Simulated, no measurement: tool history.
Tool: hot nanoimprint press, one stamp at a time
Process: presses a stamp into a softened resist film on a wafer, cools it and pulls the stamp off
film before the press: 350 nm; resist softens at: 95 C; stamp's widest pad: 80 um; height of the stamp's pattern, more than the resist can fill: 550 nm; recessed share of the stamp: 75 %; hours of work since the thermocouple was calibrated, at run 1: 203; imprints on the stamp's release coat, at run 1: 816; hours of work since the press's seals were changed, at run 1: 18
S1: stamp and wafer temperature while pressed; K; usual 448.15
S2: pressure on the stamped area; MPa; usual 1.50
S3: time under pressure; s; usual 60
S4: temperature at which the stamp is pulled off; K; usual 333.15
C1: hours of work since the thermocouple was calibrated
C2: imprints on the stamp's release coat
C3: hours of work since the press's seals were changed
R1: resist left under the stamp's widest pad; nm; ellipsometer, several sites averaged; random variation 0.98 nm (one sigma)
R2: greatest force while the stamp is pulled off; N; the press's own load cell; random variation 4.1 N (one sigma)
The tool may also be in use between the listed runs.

| run | day | S1 | S2 | S3 | S4 | C1 | C2 | C3 | R1 | R2 |
|---|---|---|---|---|---|---|---|---|---|---|
| 1 | 0.000 | 448.15 | 1.50 | 60 | 333.15 | 203 | 816 | 18 | 145.8 | 261 |
| 2 | 0.979 | 448.15 | 1.50 | 60 | 333.15 | 214 | 853 | 29 | 145.9 | 259 |
| 3 | 2.021 | 448.15 | 1.50 | 60 | 333.15 | 226 | 893 | 41 | 145.9 | 265 |
| 4 | 3.275 | 448.15 | 1.50 | 60 | 333.15 | 239 | 940 | 55 | 148.5 | 262 |
| 5 | 4.562 | 448.15 | 1.50 | 60 | 333.15 | 254 | 989 | 69 | 147.5 | 269 |
| 6 | 5.333 | 448.15 | 1.50 | 54 | 333.15 | 262 | 1018 | 78 | 155.4 | 271 |
| 7 | 6.075 | 448.15 | 1.50 | 60 | 333.15 | 271 | 1047 | 86 | 147.8 | 283 |
| 8 | 6.667 | 448.15 | 1.50 | 60 | 333.15 | 277 | 1069 | 93 | 148.8 | 262 |
| 9 | 7.962 | 448.15 | 1.50 | 60 | 333.15 | 292 | 1118 | 107 | 146.8 | 271 |
| 10 | 8.671 | 448.15 | 1.50 | 60 | 333.15 | 300 | 1145 | 115 | 147.6 | 268 |
| 11 | 9.388 | 448.15 | 1.50 | 60 | 333.15 | 308 | 1172 | 123 | 149.3 | 278 |
| 12 | 10.004 | 448.15 | 1.50 | 74 | 333.15 | 314 | 1196 | 130 | 136.4 | 280 |
| 13 | 10.767 | 448.15 | 1.50 | 74 | 333.15 | 323 | 1225 | 138 | 136.8 | 288 |
| 14 | 12.062 | 448.15 | 1.50 | 74 | 333.15 | 337 | 1274 | 153 | 137.9 | 289 |
| 15 | 12.946 | 448.15 | 1.50 | 95 | 333.15 | 347 | 1307 | 163 | 122.9 | 286 |
|  | 14.529 | stamp cleaned and given a new release coat |
| 16 | 14.529 | 448.15 | 1.50 | 95 | 333.15 | 362 | 0 | 177 | 123.4 | 230 |
| 17 | 15.729 | 448.15 | 1.50 | 60 | 330.15 | 375 | 45 | 191 | 151.8 | 244 |
| 18 | 16.904 | 448.15 | 1.50 | 60 | 341.15 | 389 | 90 | 204 | 149.9 | 207 |
| 19 | 17.858 | 448.15 | 1.50 | 60 | 340.15 | 399 | 126 | 214 | 149.8 | 219 |
| 20 | 18.571 | 448.15 | 1.50 | 60 | 340.15 | 407 | 153 | 222 | 151.1 | 213 |
| 21 | 19.512 | 448.15 | 1.50 | 60 | 340.15 | 418 | 189 | 233 | 152.1 | 217 |
|  | 19.933 | plate thermocouple calibrated |
| 22 | 20.358 | 444.15 | 1.69 | 66 | 336.15 | 5 | 216 | 241 | 157.6 | 229 |
| 23 | 21.358 | 449.15 | 1.69 | 31 | 336.15 | 16 | 254 | 252 | 168.2 | 227 |
| 24 | 22.379 | 448.15 | 1.10 | 60 | 333.15 | 27 | 293 | 263 | 164.1 | 238 |
| 25 | 23.150 | 450.15 | 1.10 | 111 | 333.15 | 36 | 322 | 272 | 115.6 | 239 |
| 26 | 23.900 | 450.15 | 1.75 | 60 | 333.15 | 44 | 351 | 280 | 122.1 | 248 |
| 27 | 24.729 | 450.15 | 1.75 | 60 | 333.15 | 53 | 382 | 290 | 121.6 | 244 |
| 28 | 25.488 | 449.15 | 2.11 | 47 | 330.15 | 62 | 411 | 298 | 131.0 | 254 |
| 29 | 26.079 | 449.15 | 2.11 | 51 | 330.15 | 68 | 434 | 305 | 126.6 | 253 |
| 30 | 26.858 | 450.15 | 1.50 | 60 | 333.15 | 77 | 463 | 313 | 131.7 | 243 |
| 31 | 27.917 | 450.15 | 1.50 | 60 | 333.15 | 89 | 503 | 325 | 130.6 | 253 |

The same runs without the tool's hidden state, with the same run-to-run variation:
The hidden state here: true temperature over the reading, C; pressure that arrives at the usual setting, %; grip of the stamp's worn release coat, % over a new coat's; drift of the gauge itself on residual_nm, %; drift of the gauge itself on pull_off_n, %.
| run | R1 | R2 |
|---|---|---|
| 1 | 140.8 | 225 |
| 2 | 140.6 | 222 |
| 3 | 140.3 | 226 |
| 4 | 142.4 | 222 |
| 5 | 141.1 | 226 |
| 6 | 148.5 | 226 |
| 7 | 140.9 | 236 |
| 8 | 141.7 | 217 |
| 9 | 139.3 | 222 |
| 10 | 140.0 | 219 |
| 11 | 141.4 | 226 |
| 12 | 128.8 | 227 |
| 13 | 129.0 | 233 |
| 14 | 129.7 | 231 |
| 15 | 115.2 | 228 |
| 16 | 115.3 | 226 |
| 17 | 142.0 | 237 |
| 18 | 139.9 | 199 |
| 19 | 139.6 | 209 |
| 20 | 140.6 | 203 |
| 21 | 141.2 | 205 |
| 22 | 155.3 | 221 |
| 23 | 165.6 | 217 |
| 24 | 161.8 | 226 |
| 25 | 113.6 | 225 |
| 26 | 119.3 | 233 |
| 27 | 118.6 | 227 |
| 28 | 127.2 | 236 |
| 29 | 122.8 | 234 |
| 30 | 128.2 | 224 |
| 31 | 126.9 | 231 |
